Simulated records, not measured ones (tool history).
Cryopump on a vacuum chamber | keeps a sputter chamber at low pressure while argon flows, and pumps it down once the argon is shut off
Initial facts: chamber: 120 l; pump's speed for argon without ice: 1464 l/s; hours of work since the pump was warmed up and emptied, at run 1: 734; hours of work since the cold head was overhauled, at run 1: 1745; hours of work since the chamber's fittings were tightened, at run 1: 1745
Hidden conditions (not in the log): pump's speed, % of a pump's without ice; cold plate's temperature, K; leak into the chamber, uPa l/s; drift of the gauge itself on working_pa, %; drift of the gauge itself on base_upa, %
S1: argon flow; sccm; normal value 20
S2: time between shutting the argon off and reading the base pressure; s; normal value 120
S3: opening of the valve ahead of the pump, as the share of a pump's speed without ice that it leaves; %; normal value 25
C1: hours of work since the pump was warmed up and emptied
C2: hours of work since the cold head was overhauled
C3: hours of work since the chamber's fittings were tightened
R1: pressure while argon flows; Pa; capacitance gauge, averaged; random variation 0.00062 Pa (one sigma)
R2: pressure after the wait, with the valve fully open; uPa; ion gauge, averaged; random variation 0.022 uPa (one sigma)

run 1 day=0 | S1=20 S2=120 S3=25 | C1=734 C2=1745 C3=1745 | R1=0.0996 R2=1.73
run 2 day=2.342 | S1=20 S2=120 S3=15 | C1=784 C2=1794 C3=1794 | R1=0.1614 R2=1.79
run 3 day=5.542 | S1=20 S2=120 S3=25 | C1=851 C2=1861 C3=1861 | R1=0.1017 R2=1.88
-- day=8.054 pump warmed up, emptied and cooled again
run 4 day=8.904 | S1=20 S2=120 S3=25 | C1=18 C2=1927 C3=1927 | R1=0.0922 R2=1.54
run 5 day=12.783 | S1=20 S2=120 S3=25 | C1=99 C2=2008 C3=2008 | R1=0.0948 R2=1.64
run 6 day=15.538 | S1=20 S2=120 S3=25 | C1=157 C2=2066 C3=2066 | R1=0.095 R2=1.63
run 7 day=18.754 | S1=9 S2=120 S3=25 | C1=224 C2=2134 C3=2134 | R1=0.043 R2=1.79
run 8 day=21.567 | S1=18 S2=120 S3=25 | C1=283 C2=2192 C3=2192 | R1=0.0859 R2=1.8
run 9 day=23.8 | S1=18 S2=120 S3=25 | C1=330 C2=2239 C3=2239 | R1=0.0868 R2=1.85
run 10 day=26.171 | S1=20 S2=56 S3=25 | C1=380 C2=2289 C3=2289 | R1=0.0967 R2=2.34
run 11 day=30.404 | S1=20 S2=56 S3=25 | C1=468 C2=2378 C3=2378 | R1=0.0973 R2=2.54
run 12 day=32.267 | S1=10 S2=56 S3=21 | C1=507 C2=2417 C3=2417 | R1=0.0573 R2=2.46
run 13 day=34.788 | S1=22 S2=20 S3=16 | C1=560 C2=2470 C3=2470 | R1=0.1664 R2=4.15
run 14 day=38.042 | S1=20 S2=23 S3=25 | C1=629 C2=2538 C3=2538 | R1=0.0992 R2=4
run 15 day=40.721 | S1=20 S2=23 S3=25 | C1=685 C2=2594 C3=2594 | R1=0.1006 R2=4.01
run 16 day=42.821 | S1=20 S2=20 S3=25 | C1=729 C2=2638 C3=2638 | R1=0.1013 R2=4.35
run 17 day=46.912 | S1=20 S2=20 S3=25 | C1=814 C2=2724 C3=2724 | R1=0.1024 R2=4.58

Below are 3 alternative next runs, each starting from the tool's condition after run 17. Predict each:
run A day=50.158 | S1=9 S2=20 S3=25 | C1=883 C2=2792 C3=2792 | R1=? R2=?
run B day=50.158 | S1=9 S2=94 S3=31 | C1=883 C2=2792 C3=2792 | R1=? R2=?
run C day=50.158 | S1=19 S2=20 S3=38 | C1=883 C2=2792 C3=2792 | R1=? R2=?

run=A R1=0.0456 R2=4.81
run=B R1=0.0393 R2=2.81
run=C R1=0.0684 R2=4.65
The same runs, with their run-to-run variation unchanged, on a tool lacking any hidden condition would have given:
run=A R1=0.0404 R2=2.7
run=B R1=0.034 R2=0.71
run=C R1=0.0574 R2=2.61
